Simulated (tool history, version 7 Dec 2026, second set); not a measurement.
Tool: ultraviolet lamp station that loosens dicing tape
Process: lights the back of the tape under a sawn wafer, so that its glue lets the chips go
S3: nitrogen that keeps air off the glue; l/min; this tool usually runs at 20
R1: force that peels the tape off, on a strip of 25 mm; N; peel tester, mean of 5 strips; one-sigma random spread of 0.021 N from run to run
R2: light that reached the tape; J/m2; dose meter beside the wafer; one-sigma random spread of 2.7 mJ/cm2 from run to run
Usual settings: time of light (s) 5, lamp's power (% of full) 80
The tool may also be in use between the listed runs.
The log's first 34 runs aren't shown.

run 35 hour=2309.1 | time_of_light_(s)=3 lamp's_power_(%_of_full)=96 S3=17 | R1=3.021 R2=2030
run 36 hour=2391.3 | time_of_light_(s)=3 lamp's_power_(%_of_full)=68 S3=8 | R1=5.163 R2=1380
-- hour=2404.2 window cleaned of glue's vapour
run 37 hour=2445.8 | time_of_light_(s)=4 lamp's_power_(%_of_full)=80 S3=32 | R1=1.518 R2=2540
run 38 hour=2490 | time_of_light_(s)=4 lamp's_power_(%_of_full)=80 S3=32 | R1=1.548 R2=2570
run 39 hour=2568.4 | time_of_light_(s)=8 lamp's_power_(%_of_full)=63 S3=19 | R1=0.785 R2=3980
run 40 hour=2650 | time_of_light_(s)=4 lamp's_power_(%_of_full)=62 S3=9 | R1=3.689 R2=1900
run 41 hour=2729.5 | time_of_light_(s)=4 lamp's_power_(%_of_full)=62 S3=18 | R1=3.016 R2=1910
run 42 hour=2820.1 | time_of_light_(s)=10 lamp's_power_(%_of_full)=62 S3=17 | R1=0.559 R2=4730
run 43 hour=2903.5 | time_of_light_(s)=3 lamp's_power_(%_of_full)=99 S3=24 | R1=2.222 R2=2230

Here are 3 independent what-if runs from the current tool condition. What would each one return?
run A hour=2999.5 | time_of_light_(s)=7 lamp's_power_(%_of_full)=77 S3=35 | R1=? R2=?
run B hour=2999.5 | time_of_light_(s)=5 lamp's_power_(%_of_full)=93 S3=20 | R1=? R2=?
run C hour=2999.5 | time_of_light_(s)=3 lamp's_power_(%_of_full)=89 S3=24 | R1=? R2=?

run=A R1=0.567 R2=4010
run=B R1=1.03 R2=3460
run=C R1=2.67 R2=1990
Stripped of hidden state, with their random variation kept, the same runs would have yielded:
run=A R1=0.362 R2=4740
run=B R1=0.7 R2=4080
run=C R1=2.078 R2=2340
